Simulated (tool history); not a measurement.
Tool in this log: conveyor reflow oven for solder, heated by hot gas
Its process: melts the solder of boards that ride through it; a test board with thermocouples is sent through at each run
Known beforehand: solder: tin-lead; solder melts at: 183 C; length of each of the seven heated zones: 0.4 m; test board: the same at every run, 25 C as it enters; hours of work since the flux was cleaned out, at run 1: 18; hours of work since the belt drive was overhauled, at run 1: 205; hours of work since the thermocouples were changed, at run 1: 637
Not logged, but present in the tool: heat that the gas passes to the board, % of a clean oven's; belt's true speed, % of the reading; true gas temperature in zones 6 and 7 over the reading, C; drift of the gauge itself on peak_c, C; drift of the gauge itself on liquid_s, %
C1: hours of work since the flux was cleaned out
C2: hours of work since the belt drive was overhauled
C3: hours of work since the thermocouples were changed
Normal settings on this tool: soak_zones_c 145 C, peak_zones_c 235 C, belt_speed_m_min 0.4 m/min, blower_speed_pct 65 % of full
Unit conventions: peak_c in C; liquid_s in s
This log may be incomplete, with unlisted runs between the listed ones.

Run 1, day 0: usual settings; C1 18; C2 205; C3 637. Result: peak_c 221.5 C, liquid_s 100 s.
Run 2, day 0.458: usual settings; C1 24; C2 211; C3 643. Result: peak_c 221.2 C, liquid_s 99.9 s.
Run 3, day 0.667: usual settings; C1 27; C2 214; C3 646. Result: peak_c 221 C, liquid_s 100 s.
Run 4, day 1.125: usual settings but soak_zones_c 151 C; C1 33; C2 220; C3 652. Result: peak_c 222.3 C, liquid_s 104.6 s.
Run 5, day 1.45: usual settings but soak_zones_c 151 C; C1 38; C2 224; C3 656. Result: peak_c 222 C, liquid_s 104.6 s.
At day 1.738: thermocouples of zones 6 and 7 changed.
Run 6, day 1.825: usual settings; C1 42; C2 228; C3 1. Result: peak_c 221.8 C, liquid_s 100.3 s.
Run 7, day 2.242: usual settings but blower_speed_pct 53 % of full; C1 47; C2 234; C3 7. Result: peak_c 219.3 C, liquid_s 96.9 s.
Run 8, day 2.721: usual settings but belt_speed_m_min 0.461 m/min; C1 54; C2 240; C3 13. Result: peak_c 217.5 C, liquid_s 82.3 s.
Run 9, day 2.962: usual settings but peak_zones_c 228 C, belt_speed_m_min 0.461 m/min; C1 57; C2 244; C3 16. Result: peak_c 211.8 C, liquid_s 75.5 s.
Run 10, day 3.371: usual settings but peak_zones_c 228 C, belt_speed_m_min 0.461 m/min; C1 62; C2 249; C3 22. Result: peak_c 211.8 C, liquid_s 74.9 s.
Run 11, day 3.6: usual settings but peak_zones_c 230 C; C1 65; C2 252; C3 25. Result: peak_c 217.3 C, liquid_s 95.5 s.
Run 12, day 3.825: usual settings but peak_zones_c 230 C; C1 68; C2 255; C3 28. Result: peak_c 217.1 C, liquid_s 96.2 s.
Run 13, day 4.288: usual settings but peak_zones_c 230 C; C1 75; C2 261; C3 34. Result: peak_c 216.8 C, liquid_s 95.7 s.
Run 14, day 4.525: usual settings but peak_zones_c 230 C; C1 78; C2 264; C3 37. Result: peak_c 217.1 C, liquid_s 95.3 s.
Run 15, day 4.767: usual settings but peak_zones_c 230 C; C1 81; C2 268; C3 41. Result: peak_c 216.7 C, liquid_s 95.6 s.
Run 16, day 5.025: usual settings; C1 84; C2 271; C3 44. Result: peak_c 221.6 C, liquid_s 100.2 s.
Run 17, day 5.304: usual settings but peak_zones_c 224 C, belt_speed_m_min 0.39 m/min, blower_speed_pct 54 % of full; C1 88; C2 275; C3 48. Result: peak_c 210.4 C, liquid_s 88.2 s.
Run 18, day 5.517: usual settings but peak_zones_c 224 C, belt_speed_m_min 0.39 m/min, blower_speed_pct 54 % of full; C1 91; C2 278; C3 51. Result: peak_c 210.2 C, liquid_s 87.9 s.
Run 19, day 5.775: usual settings but peak_zones_c 226 C, belt_speed_m_min 0.39 m/min, blower_speed_pct 76 % of full; C1 94; C2 281; C3 54. Result: peak_c 216.3 C, liquid_s 97.9 s.
Run 20, day 6.146: usual settings but peak_zones_c 226 C, belt_speed_m_min 0.39 m/min, blower_speed_pct 76 % of full; C1 99; C2 286; C3 59. Result: peak_c 216 C, liquid_s 97.7 s.
Run 21, day 6.388: usual settings but soak_zones_c 138 C; C1 103; C2 290; C3 62. Result: peak_c 220.4 C, liquid_s 94.8 s.
Run 22, day 6.625: usual settings but belt_speed_m_min 0.389 m/min; C1 106; C2 293; C3 66. Result: peak_c 222.5 C, liquid_s 103.9 s.
Run 23, day 6.938: usual settings but soak_zones_c 150 C, peak_zones_c 233 C, belt_speed_m_min 0.389 m/min, blower_speed_pct 86 % of full; C1 110; C2 297; C3 70. Result: peak_c 223.8 C, liquid_s 110 s.
Run 24, day 7.217: usual settings but soak_zones_c 136 C, peak_zones_c 230 C, belt_speed_m_min 0.458 m/min, blower_speed_pct 80 % of full; C1 114; C2 301; C3 74. Result: peak_c 214.5 C, liquid_s 75.5 s.
Run 25, day 7.712: usual settings but soak_zones_c 155 C, peak_zones_c 230 C, belt_speed_m_min 0.398 m/min, blower_speed_pct 80 % of full; C1 120; C2 307; C3 80. Result: peak_c 220.5 C, liquid_s 107.3 s.
Run 26, day 8.2: usual settings but soak_zones_c 130 C, blower_speed_pct 60 % of full; C1 127; C2 314; C3 87. Result: peak_c 217.4 C, liquid_s 87 s.
Run 27, day 8.538: usual settings but soak_zones_c 130 C, blower_speed_pct 60 % of full; C1 132; C2 318; C3 91. Result: peak_c 217.5 C, liquid_s 87 s.
Run 28, day 9.042: usual settings but soak_zones_c 132 C, peak_zones_c 249 C, belt_speed_m_min 0.393 m/min, blower_speed_pct 58 % of full; C1 138; C2 325; C3 98. Result: peak_c 230 C, liquid_s 102.8 s.
Run 29, day 9.433: usual settings but soak_zones_c 153 C, blower_speed_pct 64 % of full; C1 144; C2 330; C3 103. Result: peak_c 221.6 C, liquid_s 106.1 s.
Run 30, day 9.904: usual settings but soak_zones_c 136 C, blower_speed_pct 89 % of full; C1 150; C2 337; C3 110. Result: peak_c 223.3 C, liquid_s 99.2 s.
Run 31, day 10.325: usual settings but soak_zones_c 136 C, belt_speed_m_min 0.34 m/min, blower_speed_pct 63 % of full; C1 155; C2 342; C3 115. Result: peak_c 224 C, liquid_s 115.9 s.

Measured minus without-hidden-state, run by run (identical run-to-run variation in each term; gauge scatter may differ):
run  peak_c  liquid_s
  1    -0.9      -0.1
  2      -1      -0.2
  3    -0.9      -0.3
  4    -0.9      -0.2
  5    -1.1      -0.2
  6    -0.3      +0.3
  7    -0.3      +0.3
  8    -0.5      +0.1
  9    -0.5      -0.1
 10    -0.5      -0.2
 11    -0.5      +0.1
 12    -0.5        +0
 13    -0.6        +0
 14    -0.6        +0
 15    -0.7        +0
 16    -0.7      +0.1
 17    -0.6      -0.3
 18    -0.6      -0.3
 19    -0.7      -0.1
 20    -0.7      -0.2
 21    -0.8      -0.2
 22    -0.8        +0
 23    -0.9      +0.1
 24      -1      -0.7
 25    -0.9        +0
 26      -1      -0.6
 27      -1      -0.6
 28    -1.1      -0.1
 29      -1        +0
 30    -1.3      -0.5
 31    -1.1      -0.2

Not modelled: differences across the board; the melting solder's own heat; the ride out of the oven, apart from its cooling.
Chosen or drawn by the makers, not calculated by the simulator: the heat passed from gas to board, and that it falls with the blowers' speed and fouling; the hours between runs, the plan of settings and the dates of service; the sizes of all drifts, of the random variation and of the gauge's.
